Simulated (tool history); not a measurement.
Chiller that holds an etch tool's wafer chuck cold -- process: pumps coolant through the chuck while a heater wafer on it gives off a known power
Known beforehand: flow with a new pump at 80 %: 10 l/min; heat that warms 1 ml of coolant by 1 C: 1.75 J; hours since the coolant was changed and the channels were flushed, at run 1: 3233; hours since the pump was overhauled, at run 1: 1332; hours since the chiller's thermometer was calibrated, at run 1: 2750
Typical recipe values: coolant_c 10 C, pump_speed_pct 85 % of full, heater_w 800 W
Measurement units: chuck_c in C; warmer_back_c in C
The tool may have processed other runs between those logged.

run    hour  coolant_c  pump_speed_pct  heater_w  hours since the coolant was changed and the channels were flushed  hours since the pump was overhauled  hours since the chiller's thermometer was calibrated  chuck_c  warmer_back_c
  1     0.0         10              85       800                                                               3233                                 1332                                                  2750    16.43           2.65
  2    50.7         10              85       800                                                               3283                                 1383                                                  2801    16.28           2.66
  3    82.3         10              85       800                                                               3315                                 1414                                                  2832    16.40           2.65
  4   115.3         10              85       800                                                               3348                                 1447                                                  2865    16.51           2.63
  5   162.5         10              85       800                                                               3395                                 1495                                                  2913    16.43           2.61
  6   197.1         10              85       800                                                               3430                                 1529                                                  2947    16.44           2.63
  7   248.9         10              85       800                                                               3481                                 1581                                                  2999    16.62           2.63
  8   297.0          5              85       800                                                               3530                                 1629                                                  3047    11.50           2.62
  9   333.5         10              85       800                                                               3566                                 1666                                                  3084    16.47           2.63
 10   382.6         10              85       861                                                               3615                                 1715                                                  3133    16.97           2.85
 11   441.7         10              85       582                                                               3674                                 1774                                                  3192    14.66           1.91
 12   505.6         10              85       582                                                               3738                                 1838                                                  3256    14.61           1.93
 13   546.2         10              85       582                                                               3779                                 1878                                                  3296    14.49           1.91
 14   599.8         10              85       582                                                               3832                                 1932                                                  3350    14.56           1.94
 15   671.5         14              85       582                                                               3904                                 2004                                                  3422    18.51           1.95
 16   743.5          2              64       437                                                               3976                                 2075                                                  3493     6.50           1.95
 17   789.9          8              85       520                                                               4023                                 2122                                                  3540    12.06           1.68
 18   841.4          5              63       800                                                               4074                                 2173                                                  3591    13.81           3.59
 19   873.6         16              83       727                                                               4106                                 2206                                                  3624    22.07           2.44
 20   910.2         19              92       592                                                               4143                                 2242                                                  3660    23.09           1.76
 21   949.4         19              92       592                                                               4182                                 2281                                                  3699    23.12           1.77
 22   995.8         18             100       708                                                               4228                                 2328                                                  3746    22.76           1.95
     1059.6  -- chiller's thermometer calibrated
 23  1061.4          8              87       708                                                               4293                                 2392                                                     2    13.89           2.25
 24  1111.8          4              87       982                                                               4343                                 2443                                                    52    12.44           3.22
 25  1159.9          4              87       982                                                               4391                                 2491                                                   100    12.26           3.22
 26  1195.3          4              87       982                                                               4427                                 2526                                                   136    12.31           3.21
 27  1235.9         10              84       470                                                               4468                                 2567                                                   176    14.21           1.54
 28  1306.2         10              96       583                                                               4538                                 2637                                                   247    14.50           1.72
 29  1360.0         10              96       947                                                               4592                                 2691                                                   300    17.37           2.78
 30  1431.1         11              81       649                                                               4663                                 2762                                                   372    17.02           2.28

Predict each of these 3 candidate next runs independently; none follows another, all start after run 30:
  A  1478.2         15              85       448                                                               4710                                 2809                                                   419        ?              ?
  B  1478.2         15              85       459                                                               4710                                 2809                                                   419        ?              ?
  C  1478.2         10              66       800                                                               4710                                 2809                                                   419        ?              ?

run  chuck_c  warmer_back_c
  A    18.90           1.50
  B    19.13           1.54
  C    18.64           3.41
Stripped of hidden state, with their random variation kept, the same runs would have yielded:
run  chuck_c  warmer_back_c
  A    18.59           1.46
  B    18.81           1.50
  C    17.85           3.31
